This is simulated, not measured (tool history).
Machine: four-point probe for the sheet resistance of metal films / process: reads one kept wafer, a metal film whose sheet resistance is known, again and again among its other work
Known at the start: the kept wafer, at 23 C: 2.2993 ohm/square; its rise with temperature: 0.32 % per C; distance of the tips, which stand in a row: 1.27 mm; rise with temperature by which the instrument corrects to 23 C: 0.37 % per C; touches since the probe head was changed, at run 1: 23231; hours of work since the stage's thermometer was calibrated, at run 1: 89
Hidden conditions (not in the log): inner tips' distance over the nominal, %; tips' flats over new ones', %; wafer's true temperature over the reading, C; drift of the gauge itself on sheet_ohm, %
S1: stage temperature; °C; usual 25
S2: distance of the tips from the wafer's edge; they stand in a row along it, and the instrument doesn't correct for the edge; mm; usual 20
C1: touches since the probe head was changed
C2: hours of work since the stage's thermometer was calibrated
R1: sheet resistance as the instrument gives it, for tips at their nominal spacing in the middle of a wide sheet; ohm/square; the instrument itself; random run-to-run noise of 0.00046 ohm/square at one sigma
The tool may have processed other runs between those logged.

run,hour,S1,S2,C1,C2,R1
1,0.0,25,20,23231,89,2.312679
2,18.7,25,20,23660,97,2.313686
3,37.4,25,20,24087,106,2.314543
4,53.7,25,20,24462,113,2.313670
5,82.0,25,20,25110,126,2.314274
6,103.6,25,20,25605,135,2.313478
7,129.2,25,20,26191,147,2.314193
8,143.8,25,10,26525,153,2.328107
9,157.4,25,10,26837,159,2.328469
10,180.3,25,10,27361,170,2.329805
11,194.4,25,10,27684,176,2.329257
# hour 196.1: stage's thermometer calibrated
12,208.0,25,64,27984,5,2.309978
13,222.9,21,11,28326,12,2.330028
14,250.4,22,28,28955,24,2.314563
15,272.5,26,3,29461,34,2.509286
16,291.1,29,12,29886,43,2.319004
17,307.9,18,8,30272,50,2.347535
18,335.5,18,8,30904,62,2.348199

Predict each of these 4 candidate next runs independently; none follows another, all start after run 18:
A,353.6,32,38,31318,71,?
B,353.6,31,14,31318,71,?
C,353.6,22,7,31318,71,?
D,353.6,22,30,31318,71,?

run,R1
A,2.304177
B,2.314378
C,2.352721
D,2.314706
Take away the tool's hidden state, keep each run's random variation, and the runs would have read:
run,R1
A,2.292061
B,2.302215
C,2.340393
D,2.302560

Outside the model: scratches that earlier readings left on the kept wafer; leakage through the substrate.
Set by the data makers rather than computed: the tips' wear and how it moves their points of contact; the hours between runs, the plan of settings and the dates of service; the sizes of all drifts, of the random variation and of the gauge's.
